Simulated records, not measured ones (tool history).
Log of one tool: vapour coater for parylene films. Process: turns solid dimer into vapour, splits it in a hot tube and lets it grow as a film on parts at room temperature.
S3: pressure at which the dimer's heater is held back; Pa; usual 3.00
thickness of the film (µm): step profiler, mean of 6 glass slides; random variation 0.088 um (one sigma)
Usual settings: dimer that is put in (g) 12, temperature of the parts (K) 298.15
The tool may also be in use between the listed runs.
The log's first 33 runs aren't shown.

-- hour=1624.4 trap's valve overhauled
run 34 hour=1629.0 | dimer_that_is_put_in_(g)=20 temperature_of_the_parts_(K)=309.15 S3=3.58 | thickness_of_the_film_(µm)=11.47
run 35 hour=1659.0 | dimer_that_is_put_in_(g)=6 temperature_of_the_parts_(K)=292.15 S3=5.57 | thickness_of_the_film_(µm)=5.40
run 36 hour=1726.4 | dimer_that_is_put_in_(g)=11 temperature_of_the_parts_(K)=292.15 S3=5.57 | thickness_of_the_film_(µm)=9.83
run 37 hour=1775.6 | dimer_that_is_put_in_(g)=10 temperature_of_the_parts_(K)=293.15 S3=3.99 | thickness_of_the_film_(µm)=9.24
run 38 hour=1819.6 | dimer_that_is_put_in_(g)=10 temperature_of_the_parts_(K)=293.15 S3=3.99 | thickness_of_the_film_(µm)=9.31
run 39 hour=1868.4 | dimer_that_is_put_in_(g)=15 temperature_of_the_parts_(K)=296.15 S3=9.27 | thickness_of_the_film_(µm)=10.35
run 40 hour=1911.1 | dimer_that_is_put_in_(g)=21 temperature_of_the_parts_(K)=302.15 S3=2.02 | thickness_of_the_film_(µm)=16.87
run 41 hour=1973.9 | dimer_that_is_put_in_(g)=9 temperature_of_the_parts_(K)=292.15 S3=6.25 | thickness_of_the_film_(µm)=7.70
run 42 hour=2038.9 | dimer_that_is_put_in_(g)=20 temperature_of_the_parts_(K)=292.15 S3=3.96 | thickness_of_the_film_(µm)=18.78
run 43 hour=2086.5 | dimer_that_is_put_in_(g)=6 temperature_of_the_parts_(K)=293.15 S3=7.09 | thickness_of_the_film_(µm)=4.75
run 44 hour=2136.4 | dimer_that_is_put_in_(g)=6 temperature_of_the_parts_(K)=293.15 S3=7.09 | thickness_of_the_film_(µm)=4.69
run 45 hour=2202.1 | dimer_that_is_put_in_(g)=6 temperature_of_the_parts_(K)=293.15 S3=7.09 | thickness_of_the_film_(µm)=4.71
run 46 hour=2269.9 | dimer_that_is_put_in_(g)=6 temperature_of_the_parts_(K)=293.15 S3=7.09 | thickness_of_the_film_(µm)=4.66
run 47 hour=2325.7 | dimer_that_is_put_in_(g)=12 temperature_of_the_parts_(K)=298.15 S3=3.00 | thickness_of_the_film_(µm)=9.59
run 48 hour=2362.5 | dimer_that_is_put_in_(g)=12 temperature_of_the_parts_(K)=298.15 S3=8.90 | thickness_of_the_film_(µm)=7.42

Forecast each of these 3 alternatives for the next run:
run A hour=2422.2 | dimer_that_is_put_in_(g)=12 temperature_of_the_parts_(K)=298.15 S3=3.94 | thickness_of_the_film_(µm)=?
run B hour=2422.2 | dimer_that_is_put_in_(g)=12 temperature_of_the_parts_(K)=298.15 S3=10.19 | thickness_of_the_film_(µm)=?
run C hour=2422.2 | dimer_that_is_put_in_(g)=21 temperature_of_the_parts_(K)=298.15 S3=8.90 | thickness_of_the_film_(µm)=?

run=A thickness_of_the_film_(µm)=8.76
run=B thickness_of_the_film_(µm)=7.06
run=C thickness_of_the_film_(µm)=12.73
Without the tool's hidden state the same runs would have given:
run=A thickness_of_the_film_(µm)=9.94
run=B thickness_of_the_film_(µm)=8.01
run=C thickness_of_the_film_(µm)=14.44
